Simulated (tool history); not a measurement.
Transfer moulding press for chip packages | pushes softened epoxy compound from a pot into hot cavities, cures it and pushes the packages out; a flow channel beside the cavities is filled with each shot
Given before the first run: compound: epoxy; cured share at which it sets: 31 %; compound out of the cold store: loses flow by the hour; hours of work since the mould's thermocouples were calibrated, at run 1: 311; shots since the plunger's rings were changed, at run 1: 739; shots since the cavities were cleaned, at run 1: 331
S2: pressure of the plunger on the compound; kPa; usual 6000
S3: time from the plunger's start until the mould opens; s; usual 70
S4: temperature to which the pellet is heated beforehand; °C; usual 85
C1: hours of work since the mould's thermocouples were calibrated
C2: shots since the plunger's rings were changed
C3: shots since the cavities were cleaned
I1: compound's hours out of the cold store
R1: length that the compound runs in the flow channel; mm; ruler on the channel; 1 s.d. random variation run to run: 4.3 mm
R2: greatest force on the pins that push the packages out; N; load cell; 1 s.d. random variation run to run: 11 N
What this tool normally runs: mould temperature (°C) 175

{"run": 1, "hour": 0.0, "mould temperature (°C)": 175, "S2": 6000, "S3": 70, "S4": 85, "C1": 311, "C2": 739, "C3": 331, "I1": 39.7, "R1": 707, "R2": 595}
{"hour": 50.3, "done": "cavities cleaned with cleaning compound and waxed"}
{"run": 2, "hour": 101.6, "mould temperature (°C)": 175, "S2": 6000, "S3": 70, "S4": 85, "C1": 357, "C2": 1825, "C3": 557, "I1": 14.1, "R1": 762, "R2": 738}
{"hour": 135.3, "done": "cavities cleaned with cleaning compound and waxed"}
{"run": 3, "hour": 161.3, "mould temperature (°C)": 175, "S2": 6000, "S3": 52, "S4": 85, "C1": 384, "C2": 2457, "C3": 282, "I1": 22.1, "R1": 725, "R2": 1127}
{"hour": 216.0, "done": "cavities cleaned with cleaning compound and waxed"}
{"run": 4, "hour": 248.8, "mould temperature (°C)": 175, "S2": 6000, "S3": 52, "S4": 85, "C1": 424, "C2": 3391, "C3": 356, "I1": 44.6, "R1": 663, "R2": 1036}
{"hour": 293.4, "done": "cavities cleaned with cleaning compound and waxed"}
{"hour": 316.8, "done": "mould's thermocouples calibrated"}
{"run": 5, "hour": 329.1, "mould temperature (°C)": 175, "S2": 6000, "S3": 99, "S4": 85, "C1": 6, "C2": 4224, "C3": 365, "I1": 28.9, "R1": 696, "R2": 480}
{"hour": 366.4, "done": "plunger's sealing rings changed"}
{"hour": 382.8, "done": "cavities cleaned with cleaning compound and waxed"}
{"run": 6, "hour": 427.6, "mould temperature (°C)": 175, "S2": 6000, "S3": 74, "S4": 85, "C1": 50, "C2": 648, "C3": 486, "I1": 24.4, "R1": 731, "R2": 587}
{"hour": 460.7, "done": "cavities cleaned with cleaning compound and waxed"}
{"run": 7, "hour": 515.1, "mould temperature (°C)": 175, "S2": 6000, "S3": 74, "S4": 85, "C1": 89, "C2": 1581, "C3": 590, "I1": 18.2, "R1": 754, "R2": 594}
{"hour": 539.4, "done": "cavities cleaned with cleaning compound and waxed"}
{"hour": 558.1, "done": "cavities cleaned with cleaning compound and waxed, once more"}
{"run": 8, "hour": 609.0, "mould temperature (°C)": 175, "S2": 6000, "S3": 74, "S4": 85, "C1": 132, "C2": 2567, "C3": 551, "I1": 42.7, "R1": 665, "R2": 572}
{"hour": 635.7, "done": "cavities cleaned with cleaning compound and waxed"}
{"run": 9, "hour": 669.9, "mould temperature (°C)": 175, "S2": 6000, "S3": 55, "S4": 85, "C1": 159, "C2": 3213, "C3": 371, "I1": 31.9, "R1": 689, "R2": 923}
{"hour": 713.2, "done": "cavities cleaned with cleaning compound and waxed"}
{"run": 10, "hour": 722.1, "mould temperature (°C)": 175, "S2": 6000, "S3": 55, "S4": 85, "C1": 183, "C2": 3763, "C3": 97, "I1": 30.6, "R1": 684, "R2": 858}
{"hour": 799.7, "done": "plunger's sealing rings changed"}
{"hour": 801.2, "done": "cavities cleaned with cleaning compound and waxed"}
{"run": 11, "hour": 823.4, "mould temperature (°C)": 175, "S2": 6000, "S3": 55, "S4": 85, "C1": 228, "C2": 241, "C3": 241, "I1": 24.6, "R1": 748, "R2": 861}
{"hour": 881.3, "done": "cavities cleaned with cleaning compound and waxed"}
{"run": 12, "hour": 918.3, "mould temperature (°C)": 175, "S2": 6000, "S3": 55, "S4": 85, "C1": 271, "C2": 1254, "C3": 400, "I1": 9.3, "R1": 774, "R2": 992}
{"hour": 960.8, "done": "cavities cleaned with cleaning compound and waxed"}
{"run": 13, "hour": 998.7, "mould temperature (°C)": 175, "S2": 6000, "S3": 55, "S4": 85, "C1": 308, "C2": 2112, "C3": 412, "I1": 21.3, "R1": 734, "R2": 985}
{"hour": 1038.0, "done": "cavities cleaned with cleaning compound and waxed"}
{"run": 14, "hour": 1061.8, "mould temperature (°C)": 175, "S2": 6000, "S3": 80, "S4": 85, "C1": 336, "C2": 2779, "C3": 258, "I1": 22.8, "R1": 726, "R2": 504}
{"hour": 1116.9, "done": "cavities cleaned with cleaning compound and waxed"}
{"run": 15, "hour": 1140.5, "mould temperature (°C)": 175, "S2": 6650, "S3": 69, "S4": 85, "C1": 372, "C2": 3618, "C3": 256, "I1": 18.2, "R1": 756, "R2": 542}
{"hour": 1194.9, "done": "cavities cleaned with cleaning compound and waxed"}
{"run": 16, "hour": 1210.6, "mould temperature (°C)": 175, "S2": 6000, "S3": 70, "S4": 89, "C1": 404, "C2": 4362, "C3": 171, "I1": 23.8, "R1": 704, "R2": 517}
{"hour": 1231.9, "done": "plunger's sealing rings changed"}
{"hour": 1279.2, "done": "cavities cleaned with cleaning compound and waxed"}
{"run": 17, "hour": 1312.1, "mould temperature (°C)": 180, "S2": 7320, "S3": 76, "S4": 89, "C1": 449, "C2": 855, "C3": 358, "I1": 25.9, "R1": 789, "R2": 510}
{"hour": 1327.8, "done": "mould's thermocouples calibrated"}
{"hour": 1358.3, "done": "cavities cleaned with cleaning compound and waxed"}
{"run": 18, "hour": 1358.3, "mould temperature (°C)": 180, "S2": 7320, "S3": 76, "S4": 89, "C1": 13, "C2": 1317, "C3": 0, "I1": 16.9, "R1": 818, "R2": 428}
{"run": 19, "hour": 1416.3, "mould temperature (°C)": 180, "S2": 7320, "S3": 76, "S4": 89, "C1": 40, "C2": 1948, "C3": 631, "I1": 22.9, "R1": 790, "R2": 540}
{"hour": 1436.7, "done": "cavities cleaned with cleaning compound and waxed"}
{"run": 20, "hour": 1460.4, "mould temperature (°C)": 175, "S2": 6150, "S3": 70, "S4": 77, "C1": 60, "C2": 2409, "C3": 257, "I1": 30, "R1": 710, "R2": 567}
{"hour": 1516.0, "done": "cavities cleaned with cleaning compound and waxed"}
{"run": 21, "hour": 1516.0, "mould temperature (°C)": 175, "S2": 6000, "S3": 70, "S4": 91, "C1": 85, "C2": 2997, "C3": 0, "I1": 9, "R1": 758, "R2": 509}
{"run": 22, "hour": 1562.2, "mould temperature (°C)": 167, "S2": 6990, "S3": 60, "S4": 89, "C1": 107, "C2": 3498, "C3": 501, "I1": 9.6, "R1": 835, "R2": 1581}
{"hour": 1592.8, "done": "cavities cleaned with cleaning compound and waxed"}
{"run": 23, "hour": 1647.8, "mould temperature (°C)": 175, "S2": 5520, "S3": 86, "S4": 85, "C1": 146, "C2": 4411, "C3": 597, "I1": 19.5, "R1": 683, "R2": 517}
{"hour": 1662.1, "done": "plunger's sealing rings changed"}
{"hour": 1678.0, "done": "cavities cleaned with cleaning compound and waxed"}
{"run": 24, "hour": 1746.1, "mould temperature (°C)": 169, "S2": 5380, "S3": 61, "S4": 75, "C1": 189, "C2": 895, "C3": 739, "I1": 11, "R1": 750, "R2": 1408}
{"hour": 1756.9, "done": "cavities cleaned with cleaning compound and waxed"}
{"run": 25, "hour": 1799.4, "mould temperature (°C)": 169, "S2": 6110, "S3": 61, "S4": 87, "C1": 213, "C2": 1457, "C3": 461, "I1": 35.7, "R1": 726, "R2": 1092}
{"hour": 1835.3, "done": "cavities cleaned with cleaning compound and waxed"}
{"run": 26, "hour": 1853.4, "mould temperature (°C)": 169, "S2": 6110, "S3": 61, "S4": 87, "C1": 238, "C2": 2027, "C3": 197, "I1": 14, "R1": 781, "R2": 1091}

Branching from run 26: 4 alternative next runs. What would each branch give?
{"hour": 1914.1, "done": "cavities cleaned with cleaning compound and waxed"}
{"run": "A", "hour": 1935.6, "mould temperature (°C)": 181, "S2": 6680, "S3": 106, "S4": 87, "C1": 275, "C2": 2902, "C3": 233, "I1": 26.7, "R1": "?", "R2": "?"}
{"hour": 1914.1, "done": "cavities cleaned with cleaning compound and waxed"}
{"run": "B", "hour": 1935.6, "mould temperature (°C)": 170, "S2": 4790, "S3": 61, "S4": 92, "C1": 275, "C2": 2902, "C3": 233, "I1": 28, "R1": "?", "R2": "?"}
{"hour": 1914.1, "done": "cavities cleaned with cleaning compound and waxed"}
{"run": "C", "hour": 1935.6, "mould temperature (°C)": 170, "S2": 6000, "S3": 70, "S4": 80, "C1": 275, "C2": 2902, "C3": 233, "I1": 28.9, "R1": "?", "R2": "?"}
{"hour": 1914.1, "done": "cavities cleaned with cleaning compound and waxed"}
{"run": "D", "hour": 1935.6, "mould temperature (°C)": 174, "S2": 6110, "S3": 61, "S4": 79, "C1": 275, "C2": 2902, "C3": 233, "I1": 17.4, "R1": "?", "R2": "?"}

run=A R1=738 R2=496
run=B R1=643 R2=980
run=C R1=722 R2=735
run=D R1=743 R2=806
With the hidden condition removed and each run's random variation left untouched, the same runs would have given:
run=A R1=773 R2=428
run=B R1=675 R2=864
run=C R1=757 R2=647
run=D R1=780 R2=710
